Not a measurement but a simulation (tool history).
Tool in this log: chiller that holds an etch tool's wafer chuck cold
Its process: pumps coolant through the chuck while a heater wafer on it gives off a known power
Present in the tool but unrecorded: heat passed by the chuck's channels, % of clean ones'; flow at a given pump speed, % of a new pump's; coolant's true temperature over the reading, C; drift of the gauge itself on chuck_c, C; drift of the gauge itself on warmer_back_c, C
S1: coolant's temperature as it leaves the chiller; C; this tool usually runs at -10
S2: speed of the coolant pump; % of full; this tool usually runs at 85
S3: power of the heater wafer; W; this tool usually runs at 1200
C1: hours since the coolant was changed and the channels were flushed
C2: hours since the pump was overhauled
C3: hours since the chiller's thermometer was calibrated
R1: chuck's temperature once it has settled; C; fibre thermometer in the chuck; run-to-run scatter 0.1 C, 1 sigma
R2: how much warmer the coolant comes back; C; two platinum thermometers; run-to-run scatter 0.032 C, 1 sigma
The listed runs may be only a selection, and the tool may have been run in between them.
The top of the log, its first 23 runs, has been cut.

Run 24, hour 739.3: usual settings but S1 -5 C, S2 94 % of full, S3 1100 W; C1 2138; C2 1593; C3 3281. Result: R1 2.7 C, R2 2.79 C.
Run 25, hour 782.1: usual settings but S1 -7 C, S2 95 % of full, S3 1252 W; C1 2181; C2 1636; C3 3324. Result: R1 1.7 C, R2 3.13 C.
Run 26, hour 824.2: usual settings but S1 -7 C, S2 91 % of full, S3 905 W; C1 2223; C2 1678; C3 3366. Result: R1 -0.3 C, R2 2.35 C.
Run 27, hour 858.8: usual settings but S1 -9 C; C1 2258; C2 1712; C3 3400. Result: R1 0.1 C, R2 3.4 C.
Run 28, hour 896: usual settings but S1 -9 C; C1 2295; C2 1750; C3 3438. Result: R1 0.3 C, R2 3.37 C.
Run 29, hour 927.4: usual settings but S1 0 C, S2 89 % of full; C1 2326; C2 1781; C3 3469. Result: R1 9 C, R2 3.17 C.
Run 30, hour 956.3: usual settings but S1 0 C, S2 89 % of full; C1 2355; C2 1810; C3 3498. Result: R1 8.9 C, R2 3.23 C.
Run 31, hour 978.9: usual settings but S1 -11 C, S2 74 % of full; C1 2378; C2 1832; C3 3520. Result: R1 -0.4 C, R2 3.78 C.

Forecast each of these 5 alternatives for the next run:
Run A, hour 1001.4: usual settings but S1 -11 C, S2 74 % of full, S3 1600 W; C1 2400; C2 1855; C3 3543. Result: R1 ?, R2 ?.
Run B, hour 1001.4: usual settings but S1 -9 C, S2 91 % of full, S3 760 W; C1 2400; C2 1855; C3 3543. Result: R1 ?, R2 ?.
Run C, hour 1001.4: usual settings but S1 -5 C, S2 87 % of full, S3 1299 W; C1 2400; C2 1855; C3 3543. Result: R1 ?, R2 ?.
Run D, hour 1001.4: usual settings but S3 723 W; C1 2400; C2 1855; C3 3543. Result: R1 ?, R2 ?.
Run E, hour 1001.4: usual settings but S1 -6 C, S3 854 W; C1 2400; C2 1855; C3 3543. Result: R1 ?, R2 ?.

run    R1    R2
  A   2.9  5.17
  B  -3.3  1.98
  C     5  3.53
  D  -4.1  2.02
  E   0.8  2.38
Had the tool no hidden state, the same runs would have come out as:
run    R1    R2
  A   1.6  5.02
  B    -4  1.92
  C   4.1  3.43
  D  -4.9  1.96
  E     0  2.31
